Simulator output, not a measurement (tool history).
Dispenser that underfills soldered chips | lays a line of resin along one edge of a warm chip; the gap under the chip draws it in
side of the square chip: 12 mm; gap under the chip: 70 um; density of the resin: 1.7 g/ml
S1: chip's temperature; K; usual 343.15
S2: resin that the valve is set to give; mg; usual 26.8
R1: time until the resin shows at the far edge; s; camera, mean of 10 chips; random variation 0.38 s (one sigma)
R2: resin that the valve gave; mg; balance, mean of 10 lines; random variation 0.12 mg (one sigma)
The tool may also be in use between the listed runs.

Run 1, hour 0: usual settings. Result: R1 27.3 s, R2 26.63 mg.
Run 2, hour 7.2: usual settings but S2 32.2 mg. Result: R1 40 s, R2 31.96 mg.
At hour 13.3: new syringe of resin.
Run 3, hour 13.7: usual settings but S2 32.2 mg. Result: R1 23.7 s, R2 31.82 mg.
Run 4, hour 19.2: usual settings but S2 32.2 mg. Result: R1 32.7 s, R2 32.05 mg.
Run 5, hour 24.6: usual settings but S2 32.2 mg. Result: R1 46.9 s, R2 31.76 mg.
At hour 29: new syringe of resin.
Run 6, hour 31.1: usual settings. Result: R1 26.9 s, R2 26.43 mg.
Run 7, hour 35.3: usual settings. Result: R1 35.4 s, R2 26.66 mg.
Run 8, hour 41.9: usual settings but S2 25.6 mg. Result: R1 52.9 s, R2 25.07 mg.
At hour 44.7: new syringe of resin.
Run 9, hour 48.7: usual settings but S1 344.15 K, S2 25.4 mg. Result: R1 29.6 s, R2 24.86 mg.
Run 10, hour 55.2: usual settings but S1 344.15 K, S2 25.4 mg. Result: R1 43.8 s, R2 24.91 mg.
At hour 60.7: new syringe of resin.
Run 11, hour 63: usual settings but S1 329.15 K, S2 29.7 mg. Result: R1 47.1 s, R2 28.75 mg.
Run 12, hour 70.5: usual settings but S1 346.15 K, S2 29.7 mg. Result: R1 37.9 s, R2 29.07 mg.
Run 13, hour 74.1: usual settings but S1 335.15 K, S2 33.6 mg. Result: R1 70.3 s, R2 32.8 mg.
At hour 76.4: new syringe of resin.
Run 14, hour 78.8: usual settings but S1 349.15 K, S2 29.3 mg. Result: R1 20.6 s, R2 28.48 mg.

Forecast each of these 3 alternatives for the next run:
Run A, hour 85.6: usual settings but S1 352.15 K, S2 30 mg. Result: R1 ?, R2 ?.
Run B, hour 85.6: usual settings but S1 354.15 K, S2 31.9 mg. Result: R1 ?, R2 ?.
Run C, hour 85.6: usual settings but S1 336.15 K, S2 29.3 mg. Result: R1 ?, R2 ?.

run    R1     R2
  A  28.3   29.3
  B    27  31.25
  C  53.1  28.59
Without the tool's hidden state the same runs would have given:
run    R1     R2
  A  16.1  30.08
  B  15.7  32.08
  C  30.8  29.34
